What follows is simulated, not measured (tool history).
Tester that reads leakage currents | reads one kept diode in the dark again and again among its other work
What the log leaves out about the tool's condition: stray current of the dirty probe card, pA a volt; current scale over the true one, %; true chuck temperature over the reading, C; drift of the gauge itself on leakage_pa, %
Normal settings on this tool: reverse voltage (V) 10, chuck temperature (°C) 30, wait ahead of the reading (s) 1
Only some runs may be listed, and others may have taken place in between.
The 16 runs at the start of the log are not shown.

run    hour  reverse voltage (V)  chuck temperature (°C)  wait ahead of the reading (s)  hours of work since the probe card was cleaned  hours of work since the tester was calibrated  hours of work since the chuck was calibrated  current that the tester gives (pA)
 17  1887.9                   10                      30                           4.72                                            1837                                            140                                           518                              239.92
     1900.1  -- chuck's temperature calibrated
 18  1985.4                   10                      30                           4.72                                            1911                                            214                                            66                              273.27
 19  2139.3                   10                      30                           4.72                                            2029                                            332                                           184                              265.38
 20  2220.9                  3.9                      35                           0.36                                            2092                                            395                                           247                              244.51
     2320.9  -- probe card cleaned and baked
 21  2370.2                  3.9                      35                           0.36                                              38                                            508                                           360                              225.09
 22  2505.2                   10                      31                              1                                             142                                            612                                           464                               239.2
     2589.8  -- chuck's temperature calibrated
 23  2627.5                  1.8                      30                           1.46                                             235                                            704                                            29                                 120
 24  2735.6                  8.2                      24                              1                                             318                                            788                                           112                              141.95
 25    2831                  4.8                      57                           1.49                                             391                                            861                                           186                             1276.14
 26  2923.4                  4.8                      41                           4.84                                             463                                            933                                           257                              402.17
 27    3039                  4.8                      25                            1.5                                             552                                           1022                                           346                              113.23
 28  3168.3                  4.8                      25                            1.5                                             651                                           1121                                           446                              110.97
     3281.4  -- chuck's temperature calibrated
 29  3297.4                  3.8                      38                              1                                             749                                           1219                                            12                              313.35
 30  3376.9                  3.8                      38                              1                                             811                                           1280                                            74                              306.85
 31  3538.1                  8.7                      30                              1                                             935                                           1405                                           198                              236.43
 32  3638.3                 15.9                      30                            0.5                                            1012                                           1482                                           275                              311.52
 33  3761.4                  1.8                      30                            0.5                                            1107                                           1577                                           370                              111.07
 34  3898.8                   10                      21                           1.22                                            1213                                           1682                                           476                              121.41
     3967.1  -- chuck's temperature calibrated
 35  4046.8                 15.6                      43                           2.09                                            1325                                           1795                                            61                              837.93
 36  4122.6                  2.3                      47                           0.35                                            1383                                           1853                                           120                              473.38

4 ways to go on from here, each from the tool as it stands after run 36. What would each give?
  A  4234                  2.3                      33                           0.46                                            1469                                           1939                                           206                                   ?
  B  4234                  2.3                      47                           4.55                                            1469                                           1939                                           206                                   ?
  C  4234                   10                      50                           0.77                                            1469                                           1939                                           206                                   ?
  D  4234                 17.6                      23                              1                                            1469                                           1939                                           206                                   ?

run  current that the tester gives (pA)
  A                              163.98
  B                              460.62
  C                             1080.61
  D                              209.05
With the hidden condition removed and each run's random variation left untouched, the same runs would have given:
run  current that the tester gives (pA)
  A                              170.68
  B                              485.65
  C                             1127.73
  D                              186.18

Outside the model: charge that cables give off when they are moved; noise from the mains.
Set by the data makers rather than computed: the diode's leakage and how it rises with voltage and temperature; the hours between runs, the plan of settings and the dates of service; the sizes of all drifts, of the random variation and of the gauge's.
